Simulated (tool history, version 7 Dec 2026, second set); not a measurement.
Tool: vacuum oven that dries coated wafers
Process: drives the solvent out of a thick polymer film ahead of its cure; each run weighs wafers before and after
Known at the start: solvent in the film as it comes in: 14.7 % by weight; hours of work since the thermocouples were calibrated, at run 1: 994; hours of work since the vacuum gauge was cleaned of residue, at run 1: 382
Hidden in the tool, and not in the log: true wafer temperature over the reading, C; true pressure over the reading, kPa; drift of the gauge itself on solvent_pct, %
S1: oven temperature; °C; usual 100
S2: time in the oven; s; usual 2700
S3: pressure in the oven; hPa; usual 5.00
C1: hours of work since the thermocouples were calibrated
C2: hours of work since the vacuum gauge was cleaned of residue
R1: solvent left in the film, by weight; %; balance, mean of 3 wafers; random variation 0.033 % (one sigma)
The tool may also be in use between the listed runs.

run	hour	S1	S2	S3	C1	C2	R1
1	0.0	100	2700	5.00	994	382	0.85
2	7.1	100	2700	5.00	999	387	0.88
3	18.9	100	2700	5.00	1007	395	0.80
4	32.4	100	2700	5.00	1016	405	0.84
5	42.7	97	2700	5.00	1024	412	1.15
6	55.5	97	2700	5.00	1033	421	1.09
# hour 58.3: oven's thermocouples calibrated
7	63.9	100	2700	5.00	4	426	0.81
8	75.1	100	2700	5.00	12	434	0.76
9	87.3	100	2700	5.00	20	442	0.78
# hour 98.0: oven's thermocouples calibrated, once more
10	98.7	100	2700	5.00	0	449	1.09
11	108.4	100	2700	2.88	7	456	0.94
12	121.0	95	3900	5.00	16	464	0.82
13	131.3	108	2460	17.82	23	472	0.94
14	140.7	109	2760	5.00	30	478	0.38
15	150.2	113	3960	3.35	37	485	0.10
16	156.9	112	1500	5.00	41	490	1.32
17	166.7	100	3480	5.00	48	497	0.59
18	173.6	100	3480	5.00	53	501	0.58
19	187.2	100	3480	5.00	63	511	0.59

Forecast each of these 3 alternatives for the next run:
A	195.8	107	2700	5.00	69	517	?
B	195.8	99	1440	4.64	69	517	?
C	195.8	98	4200	2.72	69	517	?

run	R1
A	0.59
B	3.23
C	0.46
Without the tool's hidden state the same runs would have given:
run	R1
A	0.54
B	3.15
C	0.39

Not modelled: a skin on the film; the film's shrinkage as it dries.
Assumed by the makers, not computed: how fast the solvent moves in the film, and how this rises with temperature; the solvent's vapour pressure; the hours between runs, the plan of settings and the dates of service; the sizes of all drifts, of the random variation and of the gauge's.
